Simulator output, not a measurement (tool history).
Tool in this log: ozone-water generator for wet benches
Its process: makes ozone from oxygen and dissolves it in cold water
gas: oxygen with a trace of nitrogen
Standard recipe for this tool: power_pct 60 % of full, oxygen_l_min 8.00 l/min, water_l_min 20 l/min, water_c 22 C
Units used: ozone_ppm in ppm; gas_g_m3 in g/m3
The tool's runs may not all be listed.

| run | hour | power_pct | oxygen_l_min | water_l_min | water_c | ozone_ppm | gas_g_m3 |
|---|---|---|---|---|---|---|---|
| 1 | 0.0 | 60 | 8.00 | 20 | 22 | 14.8 | 156.8 |
| 2 | 84.6 | 60 | 8.00 | 20 | 20 | 15.3 | 157.3 |
| 3 | 144.9 | 60 | 8.00 | 20 | 20 | 15.5 | 156.9 |
| 4 | 240.2 | 60 | 8.00 | 17 | 22 | 17.2 | 157.1 |
| 5 | 333.6 | 60 | 8.00 | 17 | 22 | 17.1 | 159.1 |
| 6 | 407.7 | 60 | 8.00 | 23 | 22 | 13.1 | 159.2 |
| 7 | 495.9 | 60 | 8.00 | 23 | 22 | 13.0 | 157.1 |
| 8 | 596.3 | 95 | 8.00 | 17 | 26 | 22.5 | 221.4 |
| 9 | 671.9 | 55 | 9.84 | 13 | 18 | 20.8 | 130.5 |
| 10 | 718.0 | 55 | 9.84 | 13 | 18 | 20.7 | 132.4 |
| 11 | 814.7 | 83 | 8.95 | 13 | 28 | 22.9 | 187.8 |
| 12 | 906.3 | 93 | 8.00 | 20 | 22 | 20.6 | 218.2 |
| 13 | 956.6 | 86 | 11.30 | 20 | 23 | 18.2 | 170.4 |
| 14 | 1026.1 | 86 | 11.30 | 20 | 23 | 18.2 | 170.7 |

Below, each run's measurement less what the same run would have read without the hidden state. Both values contain the same run-to-run variation, but the gauge's scatter may not be the same in both:
Hidden conditions of the tool in this case: yield of the discharge, % of new electrodes'; contactor's efficiency, % of a clean one's; true water temperature over the reading, C; drift of the gauge itself on ozone_ppm, %; drift of the gauge itself on gas_g_m3, %.
| run | gas_g_m3 |
|---|---|
| 1 | -0.1 |
| 2 | -0.2 |
| 3 | -0.3 |
| 4 | -0.5 |
| 5 | -0.7 |
| 6 | -0.9 |
| 7 | -1.0 |
| 8 | -1.7 |
| 9 | -1.2 |
| 10 | -1.2 |
| 11 | -1.9 |
| 12 | -2.5 |
| 13 | -2.1 |
| 14 | -2.2 |
ozone_ppm: differs from the measured result by no more than 0.1 ppm in any run.
